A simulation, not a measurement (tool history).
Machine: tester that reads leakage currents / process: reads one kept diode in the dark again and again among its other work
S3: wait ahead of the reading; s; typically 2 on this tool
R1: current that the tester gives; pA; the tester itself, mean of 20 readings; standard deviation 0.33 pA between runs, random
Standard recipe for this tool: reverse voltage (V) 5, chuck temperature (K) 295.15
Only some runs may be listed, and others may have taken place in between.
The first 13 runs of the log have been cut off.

{"run": 14, "hour": 403.1, "reverse voltage (V)": 5, "chuck temperature (K)": 296.15, "S3": 2, "R1": 120.42}
{"run": 15, "hour": 433.2, "reverse voltage (V)": 5, "chuck temperature (K)": 296.15, "S3": 2, "R1": 119.95}
{"run": 16, "hour": 453.6, "reverse voltage (V)": 5, "chuck temperature (K)": 296.15, "S3": 2, "R1": 120.28}
{"run": 17, "hour": 480.2, "reverse voltage (V)": 9.2, "chuck temperature (K)": 296.15, "S3": 2, "R1": 148.08}
{"run": 18, "hour": 506.8, "reverse voltage (V)": 9.2, "chuck temperature (K)": 305.15, "S3": 2, "R1": 331.33}
{"run": 19, "hour": 533.0, "reverse voltage (V)": 9.2, "chuck temperature (K)": 305.15, "S3": 2, "R1": 331.09}
{"hour": 563.1, "done": "probe card cleaned and baked"}
{"run": 20, "hour": 570.8, "reverse voltage (V)": 16.25, "chuck temperature (K)": 295.15, "S3": 2, "R1": 155.71}
{"run": 21, "hour": 605.2, "reverse voltage (V)": 5, "chuck temperature (K)": 295.15, "S3": 1.12, "R1": 107.34}
{"run": 22, "hour": 636.5, "reverse voltage (V)": 9.68, "chuck temperature (K)": 314.15, "S3": 1.6, "R1": 721.84}
{"run": 23, "hour": 662.9, "reverse voltage (V)": 9.68, "chuck temperature (K)": 314.15, "S3": 1.18, "R1": 725.39}
{"hour": 668.5, "done": "tester calibrated"}
{"run": 24, "hour": 694.9, "reverse voltage (V)": 9.68, "chuck temperature (K)": 316.15, "S3": 0.79, "R1": 856.11}
{"run": 25, "hour": 721.4, "reverse voltage (V)": 7.23, "chuck temperature (K)": 316.15, "S3": 0.48, "R1": 779.85}
{"run": 26, "hour": 758.5, "reverse voltage (V)": 1.74, "chuck temperature (K)": 307.15, "S3": 3.64, "R1": 228.14}
{"run": 27, "hour": 796.1, "reverse voltage (V)": 19.39, "chuck temperature (K)": 296.15, "S3": 2, "R1": 181.43}
{"run": 28, "hour": 826.2, "reverse voltage (V)": 5, "chuck temperature (K)": 302.15, "S3": 7.35, "R1": 203.66}
{"run": 29, "hour": 850.3, "reverse voltage (V)": 5, "chuck temperature (K)": 302.15, "S3": 7.35, "R1": 203.22}
{"run": 30, "hour": 873.0, "reverse voltage (V)": 2.43, "chuck temperature (K)": 296.15, "S3": 2, "R1": 92.26}
{"hour": 882.1, "done": "tester calibrated, once more"}
{"run": 31, "hour": 900.3, "reverse voltage (V)": 2.43, "chuck temperature (K)": 296.15, "S3": 2, "R1": 93.07}
{"run": 32, "hour": 921.2, "reverse voltage (V)": 2.43, "chuck temperature (K)": 296.15, "S3": 2, "R1": 92.65}
{"run": 33, "hour": 949.0, "reverse voltage (V)": 18.77, "chuck temperature (K)": 305.15, "S3": 0.85, "R1": 411.01}

Run 34, settings as shown, results not yet in. Your forecast:
{"run": 34, "hour": 976.9, "reverse voltage (V)": 5, "chuck temperature (K)": 295.15, "S3": 0.73, "R1": "?"}

{"run 34": {"R1": 107.82}}
With the hidden condition absent and the run-to-run variation left alone, this run would have shown R1 110.33 pA.

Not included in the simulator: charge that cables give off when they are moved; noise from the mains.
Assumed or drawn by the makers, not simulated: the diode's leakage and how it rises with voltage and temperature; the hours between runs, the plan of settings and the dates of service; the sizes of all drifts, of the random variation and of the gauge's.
